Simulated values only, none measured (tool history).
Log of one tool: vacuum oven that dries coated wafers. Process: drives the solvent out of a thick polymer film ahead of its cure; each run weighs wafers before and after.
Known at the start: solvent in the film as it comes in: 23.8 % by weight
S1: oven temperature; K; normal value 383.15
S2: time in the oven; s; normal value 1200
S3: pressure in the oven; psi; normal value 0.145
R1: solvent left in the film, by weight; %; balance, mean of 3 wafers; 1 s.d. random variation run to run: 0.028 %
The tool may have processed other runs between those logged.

run,hour,S1,S2,S3,R1
1,0.0,383.15,1200,0.145,2.55
2,79.1,383.15,1200,0.335,2.94
3,143.9,383.15,1200,0.335,2.94
4,234.4,383.15,1200,0.335,2.96
5,324.8,383.15,1680,0.145,1.35
6,412.0,383.15,1680,0.145,1.37
7,496.9,383.15,1680,0.096,1.27
8,595.9,383.15,1200,0.145,2.71
9,643.3,383.15,1200,0.145,2.64
10,693.5,383.15,1200,0.180,2.84
11,788.3,370.15,1200,0.145,6.87
12,856.7,370.15,1200,0.145,6.87
# hour 909.1: oven's thermocouples calibrated
13,957.3,370.15,1200,0.145,6.89
14,1023.0,383.15,1200,0.145,2.70
15,1084.0,383.15,1200,0.145,2.75
16,1154.8,378.15,1200,0.145,4.14
# hour 1196.3: vacuum gauge cleaned of residue and calibrated
17,1219.8,383.15,1200,0.145,2.61
18,1320.9,383.15,1200,0.145,2.63
19,1397.6,383.15,1200,0.145,2.67
20,1471.0,383.15,1200,0.145,2.65
21,1544.7,383.15,1200,0.145,2.66
22,1651.7,383.15,1200,0.145,2.67
23,1707.6,383.15,1200,0.145,2.73
24,1810.4,393.15,1380,0.145,0.67
25,1905.6,393.15,1380,0.145,0.71
26,2013.1,394.15,1020,0.173,1.33
# hour 2065.2: oven's thermocouples calibrated
27,2098.6,397.15,600,0.088,2.70
28,2194.0,374.15,660,0.145,9.61
29,2262.3,373.15,660,0.145,9.92
30,2307.9,386.15,1200,0.109,2.05
31,2391.6,392.15,1200,0.145,1.11
32,2463.1,383.15,840,0.145,4.87
33,2509.6,383.15,840,0.145,4.92

Predict the results of run 34:
34,2617.3,383.15,840,0.145,?

{"run 34": {"R1": 4.95}}
With the hidden condition absent and the run-to-run variation left alone, this run would have shown R1 4.63 %.
